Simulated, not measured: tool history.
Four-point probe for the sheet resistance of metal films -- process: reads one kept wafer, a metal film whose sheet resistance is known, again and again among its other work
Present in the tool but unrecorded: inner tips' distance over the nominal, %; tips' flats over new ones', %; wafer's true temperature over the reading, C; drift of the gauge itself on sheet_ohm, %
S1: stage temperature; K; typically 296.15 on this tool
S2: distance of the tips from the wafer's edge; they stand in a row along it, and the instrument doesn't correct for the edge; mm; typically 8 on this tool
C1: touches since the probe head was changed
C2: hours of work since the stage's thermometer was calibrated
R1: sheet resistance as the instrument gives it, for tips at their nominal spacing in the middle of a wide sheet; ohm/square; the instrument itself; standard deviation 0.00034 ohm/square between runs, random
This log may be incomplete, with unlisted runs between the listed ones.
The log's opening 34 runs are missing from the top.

{"run": 35, "hour": 778.6, "S1": 300.15, "S2": 8, "C1": 25166, "C2": 2101, "R1": 1.704699}
{"run": 36, "hour": 792.9, "S1": 300.15, "S2": 4, "C1": 25373, "C2": 2110, "R1": 1.722645}
{"run": 37, "hour": 824.1, "S1": 300.15, "S2": 4, "C1": 25822, "C2": 2132, "R1": 1.722739}
{"run": 38, "hour": 841.3, "S1": 300.15, "S2": 4, "C1": 26070, "C2": 2144, "R1": 1.722978}
{"run": 39, "hour": 866.9, "S1": 291.15, "S2": 4, "C1": 26441, "C2": 2161, "R1": 1.742476}
{"run": 40, "hour": 893.1, "S1": 305.15, "S2": 6, "C1": 26819, "C2": 2179, "R1": 1.698924}
{"run": 41, "hour": 920.5, "S1": 305.15, "S2": 6, "C1": 27215, "C2": 2198, "R1": 1.69918}
{"run": 42, "hour": 943.5, "S1": 295.15, "S2": 66, "C1": 27546, "C2": 2214, "R1": 1.710444}
{"run": 43, "hour": 960.3, "S1": 292.15, "S2": 8, "C1": 27789, "C2": 2226, "R1": 1.723308}
{"run": 44, "hour": 976.0, "S1": 293.15, "S2": 8, "C1": 28015, "C2": 2236, "R1": 1.720776}
{"run": 45, "hour": 999.2, "S1": 302.15, "S2": 29, "C1": 28351, "C2": 2252, "R1": 1.696138}

Here are 3 independent what-if runs from the current tool condition. What would each one return?
{"run": "A", "hour": 1019.1, "S1": 306.15, "S2": 32, "C1": 28638, "C2": 2266, "R1": "?"}
{"run": "B", "hour": 1019.1, "S1": 298.15, "S2": 20, "C1": 28638, "C2": 2266, "R1": "?"}
{"run": "C", "hour": 1019.1, "S1": 297.15, "S2": 7, "C1": 28638, "C2": 2266, "R1": "?"}

run=A R1=1.687240
run=B R1=1.705099
run=C R1=1.713287
Had the tool no hidden state, the same runs would have come out as:
run=A R1=1.687123
run=B R1=1.704978
run=C R1=1.713165
